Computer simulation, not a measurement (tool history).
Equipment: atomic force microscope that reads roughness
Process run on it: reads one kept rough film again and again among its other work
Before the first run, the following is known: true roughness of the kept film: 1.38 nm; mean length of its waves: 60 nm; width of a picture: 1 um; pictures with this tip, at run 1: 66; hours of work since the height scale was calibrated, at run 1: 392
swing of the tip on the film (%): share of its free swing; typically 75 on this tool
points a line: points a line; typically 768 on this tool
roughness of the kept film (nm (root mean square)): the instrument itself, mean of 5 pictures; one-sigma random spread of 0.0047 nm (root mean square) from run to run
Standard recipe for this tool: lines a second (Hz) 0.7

run,hour,lines a second (Hz),swing of the tip on the film (%),points a line,pictures with this tip,hours of work since the height scale was calibrated,roughness of the kept film (nm (root mean square))
1,0,0.7,75,768,66,392,1.286
# hour 19.6: new tip fitted
2,47.8,0.7,75,500,50,419,1.302
# hour 77.3: new tip fitted
3,79.4,0.7,75,768,4,436,1.345
# hour 135: new tip fitted
4,135,0.7,63,768,0,467,1.353
5,168.8,0.85,75,768,59,485,1.291
# hour 192.5: new tip fitted
6,209.2,0.664,63,719,29,508,1.329
# hour 214.9: height scale calibrated on a step standard
7,245.2,0.664,63,719,91,17,1.29
# hour 251.1: new tip fitted
8,285.6,0.823,63,841,60,39,1.305

Run 9, settings as shown, results not yet in. Your forecast:
# hour 307.4: new tip fitted
# hour 320.2: height scale calibrated on a step standard, once more
9,328.6,2.87,59,841,36,5,?

{"run 9": {"roughness of the kept film (nm (root mean square))": 1.291}}
With no hidden state in the tool, this same run would have given roughness of the kept film (nm (root mean square)) 1.32.

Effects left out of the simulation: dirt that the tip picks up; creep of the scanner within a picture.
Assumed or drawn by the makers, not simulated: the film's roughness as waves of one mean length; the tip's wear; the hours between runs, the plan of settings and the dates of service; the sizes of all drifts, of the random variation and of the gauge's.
